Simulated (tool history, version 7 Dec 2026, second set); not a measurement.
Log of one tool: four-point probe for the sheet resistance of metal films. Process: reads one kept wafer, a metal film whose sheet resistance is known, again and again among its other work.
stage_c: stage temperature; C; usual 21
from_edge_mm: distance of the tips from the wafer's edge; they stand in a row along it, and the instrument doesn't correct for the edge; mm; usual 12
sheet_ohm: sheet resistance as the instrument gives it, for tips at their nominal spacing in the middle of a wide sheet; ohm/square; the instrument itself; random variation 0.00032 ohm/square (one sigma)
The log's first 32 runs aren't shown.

| run | hour | stage_c | from_edge_mm | touches since the probe head was changed | hours of work since the stage's thermometer was calibrated | sheet_ohm |
|---|---|---|---|---|---|---|
| 33 | 510.9 | 27 | 5 | 32822 | 72 | 1.627793 |
| 34 | 528.8 | 27 | 5 | 33288 | 80 | 1.627667 |
| 35 | 541.7 | 32 | 4 | 33623 | 86 | 1.630843 |
| 36 | 558.3 | 21 | 8 | 34056 | 94 | 1.624240 |
| 37 | 567.3 | 21 | 8 | 34292 | 98 | 1.623836 |
| 38 | 580.8 | 28 | 13 | 34643 | 104 | 1.620261 |
| 39 | 601.1 | 34 | 52 | 35171 | 113 | 1.616541 |
| 40 | 621.2 | 21 | 3 | 35697 | 122 | 1.644206 |
| 41 | 634.2 | 21 | 3 | 36034 | 127 | 1.644250 |
| 42 | 653.8 | 19 | 21 | 36545 | 136 | 1.621282 |
| 43 | 666.1 | 34 | 39 | 36868 | 142 | 1.615931 |
| 44 | 675.9 | 28 | 13 | 37121 | 146 | 1.618909 |

Forecast each of these 3 alternatives for the next run:
| A | 690.9 | 33 | 13 | 37513 | 153 | ? |
| B | 690.9 | 21 | 22 | 37513 | 153 | ? |
| C | 690.9 | 23 | 11 | 37513 | 153 | ? |

| run | sheet_ohm |
|---|---|
| A | 1.617488 |
| B | 1.620051 |
| C | 1.621261 |
Without the tool's hidden state the same runs would have given:
| run | sheet_ohm |
|---|---|
| A | 1.610633 |
| B | 1.613186 |
| C | 1.614392 |
